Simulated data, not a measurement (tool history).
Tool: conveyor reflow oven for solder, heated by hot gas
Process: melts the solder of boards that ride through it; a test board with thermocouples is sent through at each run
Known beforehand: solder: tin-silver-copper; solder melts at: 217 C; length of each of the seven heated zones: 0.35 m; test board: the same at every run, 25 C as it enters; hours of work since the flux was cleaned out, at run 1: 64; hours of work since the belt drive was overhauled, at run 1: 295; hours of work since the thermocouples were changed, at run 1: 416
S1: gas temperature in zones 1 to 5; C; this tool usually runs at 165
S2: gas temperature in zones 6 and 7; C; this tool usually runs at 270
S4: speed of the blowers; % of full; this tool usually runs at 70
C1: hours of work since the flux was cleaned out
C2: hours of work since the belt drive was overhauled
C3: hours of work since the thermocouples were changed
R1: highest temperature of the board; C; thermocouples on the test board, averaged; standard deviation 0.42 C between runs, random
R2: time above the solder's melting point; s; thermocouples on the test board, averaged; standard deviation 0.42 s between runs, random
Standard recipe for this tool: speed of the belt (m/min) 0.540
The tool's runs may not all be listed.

run 1 hour=0.0 | S1=165 S2=270 speed_of_the_belt_(m/min)=0.540 S4=70 | C1=64 C2=295 C3=416 | R1=258.8 R2=60.2
run 2 hour=66.8 | S1=165 S2=270 speed_of_the_belt_(m/min)=0.540 S4=70 | C1=105 C2=337 C3=457 | R1=257.9 R2=60.8
run 3 hour=151.3 | S1=165 S2=270 speed_of_the_belt_(m/min)=0.504 S4=70 | C1=156 C2=388 C3=509 | R1=260.0 R2=66.5
run 4 hour=225.8 | S1=165 S2=270 speed_of_the_belt_(m/min)=0.504 S4=70 | C1=202 C2=434 C3=555 | R1=259.8 R2=66.4
run 5 hour=274.9 | S1=165 S2=270 speed_of_the_belt_(m/min)=0.459 S4=70 | C1=232 C2=464 C3=585 | R1=262.6 R2=75.8
-- hour=310.0 flux residue cleaned out of gas plates and filters
run 6 hour=342.7 | S1=165 S2=270 speed_of_the_belt_(m/min)=0.459 S4=70 | C1=20 C2=503 C3=624 | R1=263.6 R2=76.6
run 7 hour=395.7 | S1=165 S2=270 speed_of_the_belt_(m/min)=0.459 S4=70 | C1=53 C2=535 C3=656 | R1=263.5 R2=76.6
run 8 hour=476.7 | S1=165 S2=270 speed_of_the_belt_(m/min)=0.459 S4=70 | C1=102 C2=585 C3=706 | R1=263.4 R2=76.8
run 9 hour=560.0 | S1=165 S2=270 speed_of_the_belt_(m/min)=0.459 S4=70 | C1=153 C2=636 C3=757 | R1=263.2 R2=76.2
run 10 hour=615.1 | S1=165 S2=270 speed_of_the_belt_(m/min)=0.459 S4=70 | C1=187 C2=670 C3=791 | R1=263.5 R2=76.6
run 11 hour=689.5 | S1=165 S2=270 speed_of_the_belt_(m/min)=0.540 S4=70 | C1=233 C2=716 C3=837 | R1=258.9 R2=61.6
-- hour=722.3 flux residue cleaned out of gas plates and filters
run 12 hour=773.5 | S1=165 S2=270 speed_of_the_belt_(m/min)=0.540 S4=70 | C1=31 C2=764 C3=885 | R1=259.9 R2=62.2
run 13 hour=825.0 | S1=165 S2=270 speed_of_the_belt_(m/min)=0.540 S4=84 | C1=63 C2=796 C3=917 | R1=261.5 R2=63.8
run 14 hour=877.4 | S1=165 S2=270 speed_of_the_belt_(m/min)=0.540 S4=70 | C1=95 C2=828 C3=949 | R1=259.6 R2=61.9
run 15 hour=949.6 | S1=165 S2=270 speed_of_the_belt_(m/min)=0.540 S4=70 | C1=140 C2=873 C3=993 | R1=259.9 R2=61.8
run 16 hour=1025.9 | S1=179 S2=270 speed_of_the_belt_(m/min)=0.540 S4=86 | C1=186 C2=919 C3=1040 | R1=264.6 R2=70.7
run 17 hour=1065.2 | S1=165 S2=259 speed_of_the_belt_(m/min)=0.540 S4=69 | C1=211 C2=943 C3=1064 | R1=249.7 R2=56.1
-- hour=1072.0 thermocouples of zones 6 and 7 changed
-- hour=1137.0 flux residue cleaned out of gas plates and filters
run 18 hour=1137.2 | S1=165 S2=259 speed_of_the_belt_(m/min)=0.540 S4=69 | C1=0 C2=983 C3=37 | R1=246.8 R2=53.1
run 19 hour=1179.9 | S1=174 S2=259 speed_of_the_belt_(m/min)=0.540 S4=69 | C1=26 C2=1010 C3=63 | R1=247.9 R2=57.9
run 20 hour=1221.6 | S1=174 S2=259 speed_of_the_belt_(m/min)=0.540 S4=69 | C1=52 C2=1035 C3=89 | R1=248.8 R2=58.5
run 21 hour=1287.8 | S1=174 S2=263 speed_of_the_belt_(m/min)=0.540 S4=69 | C1=93 C2=1076 C3=129 | R1=251.9 R2=60.3
run 22 hour=1365.4 | S1=151 S2=259 speed_of_the_belt_(m/min)=0.540 S4=69 | C1=140 C2=1124 C3=177 | R1=245.4 R2=47.9
-- hour=1412.9 belt drive overhauled, speed set with a stopwatch
run 23 hour=1446.2 | S1=151 S2=277 speed_of_the_belt_(m/min)=0.476 S4=69 | C1=187 C2=20 C3=224 | R1=265.4 R2=69.5
run 24 hour=1508.3 | S1=165 S2=280 speed_of_the_belt_(m/min)=0.641 S4=50 | C1=226 C2=59 C3=262 | R1=254.7 R2=46.4
-- hour=1552.9 flux residue cleaned out of gas plates and filters
run 25 hour=1580.6 | S1=165 S2=284 speed_of_the_belt_(m/min)=0.540 S4=70 | C1=17 C2=100 C3=304 | R1=269.9 R2=67.3
run 26 hour=1631.0 | S1=165 S2=278 speed_of_the_belt_(m/min)=0.430 S4=70 | C1=48 C2=131 C3=335 | R1=271.4 R2=84.4
run 27 hour=1669.0 | S1=152 S2=268 speed_of_the_belt_(m/min)=0.596 S4=62 | C1=71 C2=154 C3=358 | R1=248.1 R2=43.4
run 28 hour=1728.3 | S1=164 S2=270 speed_of_the_belt_(m/min)=0.540 S4=70 | C1=108 C2=191 C3=394 | R1=257.0 R2=59.6
run 29 hour=1769.9 | S1=155 S2=279 speed_of_the_belt_(m/min)=0.601 S4=54 | C1=133 C2=216 C3=420 | R1=256.1 R2=49.5

For each entry between runs, how does the tool's hidden state at the last listed run before it compare with that at the first listed run after it?
From run 5 to run 6: flux residue cleaned out of gas plates and filters (hour 310.0)
  heat that the gas passes to the board, % of a clean oven's: 97.1 -> 99.5; belt's true speed, % of the reading: 98.86 -> 98.78; true gas temperature in zones 6 and 7 over the reading, C: 2.49 -> 2.62
  the result without the hidden state subtracted from the measured one, R1: +2.2 -> +2.7 C; R2: +2.1 -> +2.6 s
From run 11 to run 12: flux residue cleaned out of gas plates and filters (hour 722.3)
  heat that the gas passes to the board, % of a clean oven's: 96.9 -> 99.4; belt's true speed, % of the reading: 98.32 -> 98.21; true gas temperature in zones 6 and 7 over the reading, C: 3.38 -> 3.55
  the result without the hidden state subtracted from the measured one, R1: +3.0 -> +3.7 C; R2: +2.9 -> +3.5 s
From run 17 to run 18: thermocouples of zones 6 and 7 changed (hour 1072.0); flux residue cleaned out of gas plates and filters (hour 1137.0)
  heat that the gas passes to the board, % of a clean oven's: 97.2 -> 99.8; belt's true speed, % of the reading: 97.83 -> 97.75; true gas temperature in zones 6 and 7 over the reading, C: 4.16 -> 0.36
  the result without the hidden state subtracted from the measured one, R1: +3.9 -> +0.9 C; R2: +4.3 -> +2.2 s
From run 22 to run 23: belt drive overhauled, speed set with a stopwatch (hour 1412.9)
  heat that the gas passes to the board, % of a clean oven's: 98.1 -> 97.5; belt's true speed, % of the reading: 97.45 -> 99.91; true gas temperature in zones 6 and 7 over the reading, C: 0.85 -> 1
  the result without the hidden state subtracted from the measured one, R1: +1.2 -> +0.5 C; R2: +2.4 -> +0.2 s
From run 24 to run 25: flux residue cleaned out of gas plates and filters (hour 1552.9)
  heat that the gas passes to the board, % of a clean oven's: 97.1 -> 99.3; belt's true speed, % of the reading: 99.82 -> 99.74; true gas temperature in zones 6 and 7 over the reading, C: 1.14 -> 1.28
  the result without the hidden state subtracted from the measured one, R1: +0.4 -> +1.2 C; R2: +0.2 -> +0.7 s
